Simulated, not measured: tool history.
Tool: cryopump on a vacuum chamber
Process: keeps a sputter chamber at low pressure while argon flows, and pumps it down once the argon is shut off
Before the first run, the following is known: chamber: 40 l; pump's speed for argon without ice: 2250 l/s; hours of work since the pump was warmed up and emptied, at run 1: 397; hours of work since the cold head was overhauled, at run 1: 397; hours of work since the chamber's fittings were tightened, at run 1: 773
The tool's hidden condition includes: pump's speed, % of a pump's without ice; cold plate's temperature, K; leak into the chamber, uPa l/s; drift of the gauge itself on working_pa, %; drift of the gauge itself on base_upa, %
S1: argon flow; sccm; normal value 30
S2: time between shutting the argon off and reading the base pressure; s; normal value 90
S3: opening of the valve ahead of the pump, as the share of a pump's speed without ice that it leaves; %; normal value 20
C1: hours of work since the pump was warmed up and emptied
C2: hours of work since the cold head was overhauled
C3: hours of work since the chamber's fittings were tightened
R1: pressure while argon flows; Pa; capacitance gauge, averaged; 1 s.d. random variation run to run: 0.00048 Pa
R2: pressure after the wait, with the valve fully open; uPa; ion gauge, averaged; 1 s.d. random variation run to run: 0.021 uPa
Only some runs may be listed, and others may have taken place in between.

run	hour	S1	S2	S3	C1	C2	C3	R1	R2
1	0.0	30	90	20	397	397	773	0.1145	0.68
2	15.7	30	90	20	408	408	785	0.1150	0.65
3	36.5	30	90	20	423	423	800	0.1149	0.69
4	51.5	30	90	20	434	434	811	0.1150	0.68
5	74.5	30	90	20	451	451	828	0.1156	0.70
6	89.4	30	90	20	462	462	839	0.1148	0.70
7	100.9	30	267	20	471	471	848	0.1161	0.38
8	115.2	30	35	20	481	481	858	0.1155	1.40
9	133.4	30	35	20	495	495	872	0.1154	1.31
10	156.3	30	35	20	512	512	889	0.1162	1.39
11	183.0	30	90	20	531	531	908	0.1158	0.67
12	196.3	30	90	20	541	541	918	0.1153	0.75
13	211.5	30	90	20	552	552	929	0.1153	0.74
14	227.5	30	96	20	564	564	941	0.1153	0.69
15	246.1	30	96	20	578	578	955	0.1154	0.67
16	262.4	30	96	20	590	590	967	0.1162	0.73
17	274.5	30	90	19	599	599	976	0.1217	0.71
18	288.7	35	125	20	609	609	986	0.1348	0.62
19	315.4	35	125	20	629	629	1006	0.1362	0.57
20	343.6	35	175	20	650	650	1026	0.1362	0.47
21	365.9	25	90	20	666	666	1043	0.0971	0.68
22	379.5	30	276	20	676	676	1053	0.1162	0.44
23	404.6	22	276	18	695	695	1071	0.0948	0.44
24	420.0	31	276	46	706	706	1083	0.0543	0.44
25	446.5	31	276	46	725	725	1102	0.0547	0.43
26	462.3	41	28	20	737	737	1114	0.1594	1.67
27	485.3	15	25	20	754	754	1131	0.0581	1.81
28	508.6	30	90	27	771	771	1148	0.0882	0.73
29	532.7	18	25	44	789	789	1166	0.0334	1.79
30	559.5	36	38	20	809	809	1185	0.1401	1.37
31	582.5	36	38	20	825	825	1202	0.1398	1.39
32	600.6	46	38	20	839	839	1216	0.1799	1.35
33	613.9	36	25	20	849	849	1225	0.1400	1.83
34	641.4	36	25	20	869	869	1246	0.1412	1.82

Run by run, hidden condition taken away, random variation retained:
run	R1	R2
1	0.1124	0.57
2	0.1128	0.54
3	0.1126	0.58
4	0.1126	0.56
5	0.1131	0.59
6	0.1123	0.58
7	0.1135	0.26
8	0.1129	1.28
9	0.1128	1.20
10	0.1134	1.27
11	0.1129	0.54
12	0.1124	0.62
13	0.1123	0.61
14	0.1123	0.56
15	0.1123	0.53
16	0.1129	0.58
17	0.1184	0.57
18	0.1309	0.47
19	0.1321	0.42
20	0.1320	0.33
21	0.0941	0.53
22	0.1125	0.28
23	0.0920	0.28
24	0.0503	0.27
25	0.0505	0.26
26	0.1538	1.50
27	0.0560	1.65
28	0.0839	0.56
29	0.0307	1.62
30	0.1346	1.18
31	0.1342	1.20
32	0.1726	1.16
33	0.1342	1.64
34	0.1352	1.63
